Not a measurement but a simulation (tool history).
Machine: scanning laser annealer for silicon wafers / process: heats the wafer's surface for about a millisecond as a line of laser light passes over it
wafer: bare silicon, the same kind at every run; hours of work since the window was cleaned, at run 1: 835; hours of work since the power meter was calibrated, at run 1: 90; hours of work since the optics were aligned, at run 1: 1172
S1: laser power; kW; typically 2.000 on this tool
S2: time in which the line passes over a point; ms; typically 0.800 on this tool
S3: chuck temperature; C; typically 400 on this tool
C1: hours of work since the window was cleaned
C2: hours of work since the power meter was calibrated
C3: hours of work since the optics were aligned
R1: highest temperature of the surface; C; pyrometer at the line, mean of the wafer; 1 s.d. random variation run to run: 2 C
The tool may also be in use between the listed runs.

run,hour,S1,S2,S3,C1,C2,C3,R1
1,0.0,2.000,0.800,400,835,90,1172,1188
2,11.1,2.000,0.800,400,841,97,1179,1185
3,23.9,2.000,0.800,400,849,105,1187,1187
4,34.5,2.000,0.648,400,856,111,1194,1097
5,39.7,2.000,0.648,400,859,114,1197,1100
6,50.4,2.000,0.648,400,866,121,1204,1097
7,61.9,2.000,0.886,400,873,128,1211,1231
8,69.6,2.000,0.886,400,878,133,1216,1229
9,79.9,1.799,0.800,400,884,139,1222,1082
10,92.4,2.171,0.800,400,892,147,1230,1267
11,98.6,2.000,0.800,400,896,151,1234,1182
# hour 104.3: window over the wafer cleaned
12,110.3,2.066,0.800,400,4,157,1240,1265
13,117.0,2.066,0.800,400,8,161,1244,1259
14,124.4,2.000,0.800,400,13,166,1248,1227
15,132.2,2.000,0.800,400,17,171,1253,1230
16,142.0,2.000,0.800,400,23,177,1259,1224
17,150.8,2.000,0.800,400,29,182,1265,1229
18,161.7,2.000,0.800,400,36,189,1272,1228
19,172.2,2.000,0.800,400,42,195,1278,1229
20,178.9,1.803,0.800,400,46,200,1282,1123
21,190.1,1.717,0.800,434,53,207,1289,1116

Forecast run 22:
22,196.2,2.000,0.800,371,57,210,1293,?

{"run 22": {"R1": 1193}}
Minus the tool's unlogged condition, the same run would have read R1 1217 C.
